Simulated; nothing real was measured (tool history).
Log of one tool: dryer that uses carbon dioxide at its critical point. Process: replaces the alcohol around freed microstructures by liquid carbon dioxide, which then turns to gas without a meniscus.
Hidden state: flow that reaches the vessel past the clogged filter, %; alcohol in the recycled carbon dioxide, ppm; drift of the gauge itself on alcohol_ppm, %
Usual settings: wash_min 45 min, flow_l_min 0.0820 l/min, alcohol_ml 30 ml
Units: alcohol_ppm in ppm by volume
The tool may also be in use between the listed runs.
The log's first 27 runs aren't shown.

| run | hour | wash_min | flow_l_min | alcohol_ml | hours of work since the filter was changed | hours of work since the purifier's bed was changed | alcohol_ppm |
|---|---|---|---|---|---|---|---|
| 28 | 306.4 | 34 | 0.0728 | 38 | 375 | 311 | 1673 |
|  | 321.5 | inlet filter changed |
| 29 | 321.7 | 34 | 0.0728 | 38 | 0 | 319 | 1273 |
| 30 | 329.6 | 40 | 0.0820 | 30 | 4 | 323 | 300 |
| 31 | 336.6 | 45 | 0.0898 | 26 | 8 | 327 | 111 |
| 32 | 343.2 | 55 | 0.0736 | 26 | 12 | 330 | 119 |
| 33 | 355.2 | 55 | 0.0736 | 26 | 18 | 336 | 103 |
| 34 | 361.7 | 30 | 0.0881 | 40 | 22 | 340 | 1047 |
| 35 | 369.3 | 62 | 0.0881 | 40 | 26 | 344 | 54 |
| 36 | 383.7 | 60 | 0.0881 | 55 | 33 | 352 | 70 |
| 37 | 390.1 | 45 | 0.1008 | 35 | 37 | 355 | 100 |
| 38 | 403.2 | 47 | 0.0497 | 106 | 44 | 362 | 4343 |
| 39 | 411.6 | 54 | 0.1026 | 64 | 48 | 367 | 69 |

Run 40 comes next. What will it give?
| 40 | 422.1 | 54 | 0.1026 | 64 | 54 | 372 | ? |

{"run 40": {"alcohol_ppm": 72}}
Without the tool's hidden state the same run would have given alcohol_ppm 23 ppm by volume.

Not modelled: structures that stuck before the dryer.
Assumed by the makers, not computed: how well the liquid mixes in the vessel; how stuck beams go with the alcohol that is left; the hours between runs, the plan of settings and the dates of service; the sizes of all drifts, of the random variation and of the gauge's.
